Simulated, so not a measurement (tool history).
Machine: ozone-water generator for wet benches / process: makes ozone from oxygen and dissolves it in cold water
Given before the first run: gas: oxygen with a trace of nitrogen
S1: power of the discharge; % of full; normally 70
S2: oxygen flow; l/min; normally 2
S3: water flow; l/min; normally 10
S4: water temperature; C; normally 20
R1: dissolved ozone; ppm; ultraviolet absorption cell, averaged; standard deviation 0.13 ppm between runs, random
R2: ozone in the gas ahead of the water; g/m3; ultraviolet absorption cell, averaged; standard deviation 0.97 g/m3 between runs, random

| run | hour | S1 | S2 | S3 | S4 | R1 | R2 |
|---|---|---|---|---|---|---|---|
| 1 | 0 | 70 | 2 | 10 | 20 | 13.8 | 166.9 |
| 2 | 124 | 70 | 2 | 10 | 20 | 13.6 | 167.2 |
| 3 | 222.3 | 70 | 2 | 10 | 20 | 13.6 | 166.6 |
| 4 | 293.6 | 70 | 2 | 10 | 20 | 13.6 | 165.2 |
| 5 | 429.5 | 70 | 3.43 | 10 | 20 | 14.8 | 135.9 |
| 6 | 559.9 | 70 | 3.43 | 10 | 20 | 14.8 | 135.5 |
| 7 | 648 | 57 | 2 | 10 | 20 | 11.4 | 136.9 |
| 8 | 751.7 | 57 | 2 | 10 | 20 | 11.4 | 139 |
| 9 | 822.2 | 70 | 1.05 | 10 | 20 | 11.5 | 212 |
| 10 | 955.8 | 70 | 2 | 10 | 24 | 13 | 167.2 |
| 11 | 1082.4 | 70 | 2 | 10 | 14 | 14.4 | 166.3 |
| 12 | 1156.6 | 70 | 2 | 10 | 26 | 12.7 | 165.3 |
| 13 | 1236.5 | 70 | 2 | 10 | 19 | 13.9 | 166.3 |
| 14 | 1335 | 70 | 2 | 8 | 20 | 16.7 | 167.3 |
| 15 | 1499.4 | 89 | 1.15 | 9 | 18 | 17 | 259.3 |
| 16 | 1609.7 | 75 | 1.5 | 9 | 18 | 15.6 | 201.8 |
| 17 | 1715.3 | 75 | 1.5 | 9 | 18 | 15.7 | 197.8 |
| 18 | 1786.1 | 70 | 2.31 | 10 | 20 | 14 | 157.3 |
| 19 | 1883.9 | 50 | 1.03 | 13 | 14 | 6.3 | 158.5 |
|  | 1963.3 | water thermometer calibrated |
| 20 | 2011.3 | 50 | 1.03 | 13 | 14 | 6.2 | 158.4 |
| 21 | 2159.8 | 50 | 1.03 | 13 | 14 | 6.4 | 157.7 |
| 22 | 2230.5 | 50 | 1.03 | 13 | 14 | 6.4 | 158.7 |
| 23 | 2336.6 | 50 | 1.03 | 13 | 14 | 6.3 | 157.6 |
| 24 | 2415.3 | 50 | 1.31 | 11 | 13 | 8.3 | 143.4 |
| 25 | 2580.3 | 45 | 2.54 | 10 | 15 | 10.1 | 100.2 |
| 26 | 2740.4 | 45 | 2.54 | 10 | 18 | 9.7 | 99.7 |
| 27 | 2834.8 | 47 | 1.39 | 14 | 20 | 5.9 | 132.7 |

3 options for the next run, each taken on its own from the tool as it stands now. Forecast them:
| A | 2963 | 76 | 1.39 | 15 | 20 | ? | ? |
| B | 2963 | 84 | 2 | 10 | 20 | ? | ? |
| C | 2963 | 77 | 1.39 | 8 | 28 | ? | ? |

| run | R1 | R2 |
|---|---|---|
| A | 8.3 | 209.2 |
| B | 16.2 | 197 |
| C | 15.5 | 210 |
With no hidden state in the tool, these same runs would have given:
| run | R1 | R2 |
|---|---|---|
| A | 8.3 | 209.3 |
| B | 16.2 | 197.2 |
| C | 15.5 | 210.1 |

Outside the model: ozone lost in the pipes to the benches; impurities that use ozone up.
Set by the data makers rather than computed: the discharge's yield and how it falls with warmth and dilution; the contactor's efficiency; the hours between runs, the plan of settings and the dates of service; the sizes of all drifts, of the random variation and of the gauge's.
